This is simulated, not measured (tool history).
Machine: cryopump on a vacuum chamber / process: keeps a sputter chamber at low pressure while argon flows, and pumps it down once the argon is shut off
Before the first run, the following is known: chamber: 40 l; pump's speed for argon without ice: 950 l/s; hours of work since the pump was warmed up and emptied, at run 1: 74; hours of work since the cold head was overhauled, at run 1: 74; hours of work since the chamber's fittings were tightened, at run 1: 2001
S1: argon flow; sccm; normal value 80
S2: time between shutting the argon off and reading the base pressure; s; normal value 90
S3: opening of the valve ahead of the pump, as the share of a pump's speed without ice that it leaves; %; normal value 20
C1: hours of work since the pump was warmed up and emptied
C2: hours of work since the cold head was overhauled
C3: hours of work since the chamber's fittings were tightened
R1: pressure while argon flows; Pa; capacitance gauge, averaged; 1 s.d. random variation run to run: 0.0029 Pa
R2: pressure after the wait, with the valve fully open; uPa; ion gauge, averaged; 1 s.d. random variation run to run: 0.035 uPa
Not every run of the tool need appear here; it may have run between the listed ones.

run,hour,S1,S2,S3,C1,C2,C3,R1,R2
1,0,80,90,20,74,74,2001,0.7158,4.29
2,32.9,80,90,20,98,98,2025,0.7198,4.38
3,80.4,80,90,20,132,132,2060,0.7195,4.4
4,119.6,80,90,20,161,161,2088,0.7223,4.47
5,148.1,80,59,20,182,182,2109,0.721,5.43
6,188.1,80,90,20,211,211,2138,0.7288,4.62
7,228.5,94,300,20,240,240,2167,0.8554,3.67
8,257.9,94,300,20,262,262,2189,0.8529,3.76
9,294.1,48,77,39,288,288,2215,0.2312,5.1
10,325.7,48,61,39,311,311,2238,0.2323,5.71
# hour 334.1: pump warmed up, emptied and cooled again
11,357.7,86,36,41,17,331,2258,0.3749,6.97

What would each run have given without the hidden state, its run-to-run variation left as it was?
Unlogged tool condition in this case: pump's speed, % of a pump's without ice; cold plate's temperature, K; leak into the chamber, uPa l/s; drift of the gauge itself on working_pa, %; drift of the gauge itself on base_upa, %.
run,R1,R2
1,0.7112,1.88
2,0.7137,1.88
3,0.7107,1.85
4,0.7116,1.85
5,0.7089,2.71
6,0.7145,1.86
7,0.8359,0.81
8,0.8316,0.79
9,0.2191,2.12
10,0.219,2.62
11,0.3717,4.25
